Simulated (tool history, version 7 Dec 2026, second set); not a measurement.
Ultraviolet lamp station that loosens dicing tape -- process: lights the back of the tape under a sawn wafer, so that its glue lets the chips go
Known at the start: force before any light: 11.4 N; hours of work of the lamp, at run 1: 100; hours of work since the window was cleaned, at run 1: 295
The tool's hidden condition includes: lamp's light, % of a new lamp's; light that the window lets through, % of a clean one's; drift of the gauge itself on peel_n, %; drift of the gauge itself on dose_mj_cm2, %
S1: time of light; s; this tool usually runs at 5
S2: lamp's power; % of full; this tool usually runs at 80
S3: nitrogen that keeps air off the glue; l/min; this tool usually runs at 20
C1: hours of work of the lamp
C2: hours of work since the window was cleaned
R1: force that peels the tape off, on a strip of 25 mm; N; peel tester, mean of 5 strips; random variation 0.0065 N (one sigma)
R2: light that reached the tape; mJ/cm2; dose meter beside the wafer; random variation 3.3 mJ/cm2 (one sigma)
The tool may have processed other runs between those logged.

run	hour	S1	S2	S3	C1	C2	R1	R2
1	0.0	5	80	20	100	295	0.198	533
# hour 4.2: window cleaned of glue's vapour
2	40.2	5	80	20	129	27	0.219	528
3	100.5	5	80	8	173	71	0.573	533
4	150.5	5	80	8	210	108	0.581	535
5	206.5	5	80	8	252	149	0.595	533
6	252.4	2	80	8	285	183	3.287	216
7	325.4	2	80	8	339	237	3.248	210
8	394.1	2	80	8	390	288	3.269	210
# hour 406.5: window cleaned of glue's vapour
9	463.2	2	80	8	441	42	3.264	212
10	521.8	2	80	8	484	85	3.237	215
11	592.9	5	80	7	536	138	0.656	526
12	639.5	5	80	20	571	172	0.215	526
13	688.0	5	80	20	606	208	0.220	533
14	765.2	3	80	20	663	265	0.762	319
# hour 780.7: lamp changed
# hour 810.7: window cleaned of glue's vapour
15	830.5	3	80	20	36	15	0.745	320
16	864.1	3	80	20	61	39	0.780	320
17	902.7	3	80	20	90	68	0.767	318
18	975.1	8	80	20	143	121	0.119	851
19	1043.7	8	80	20	194	172	0.105	841
20	1110.8	8	80	20	243	221	0.119	840
21	1168.0	8	80	20	285	264	0.120	846
# hour 1212.0: window cleaned of glue's vapour
22	1229.8	5	80	11	331	13	0.404	530
23	1293.0	5	80	11	377	60	0.399	535
24	1362.4	5	80	11	428	111	0.416	529
25	1440.4	6	80	6	486	169	0.490	633
26	1517.0	6	80	6	542	225	0.495	639
27	1575.1	4	63	15	585	268	0.890	330
# hour 1616.3: window cleaned of glue's vapour
28	1626.5	2	69	15	623	8	2.859	185
29	1658.5	2	69	15	646	31	2.737	183
30	1690.6	2	69	15	670	55	2.837	180
# hour 1696.5: lamp changed
31	1751.1	2	71	9	40	99	3.529	187
32	1817.2	9	87	27	89	147	0.130	1030
33	1892.5	3	69	8	145	203	2.232	271
34	1971.1	6	60	6	203	261	1.022	474

For run 35, what comes out?
# hour 2022.9: window cleaned of glue's vapour
35	2025.2	6	60	6	242	2	?	?

R1: 1.012 N
R2: 478 mJ/cm2
Had the tool carried no hidden state, the very same run would have given R1 1.010 N, R2 479 mJ/cm2.

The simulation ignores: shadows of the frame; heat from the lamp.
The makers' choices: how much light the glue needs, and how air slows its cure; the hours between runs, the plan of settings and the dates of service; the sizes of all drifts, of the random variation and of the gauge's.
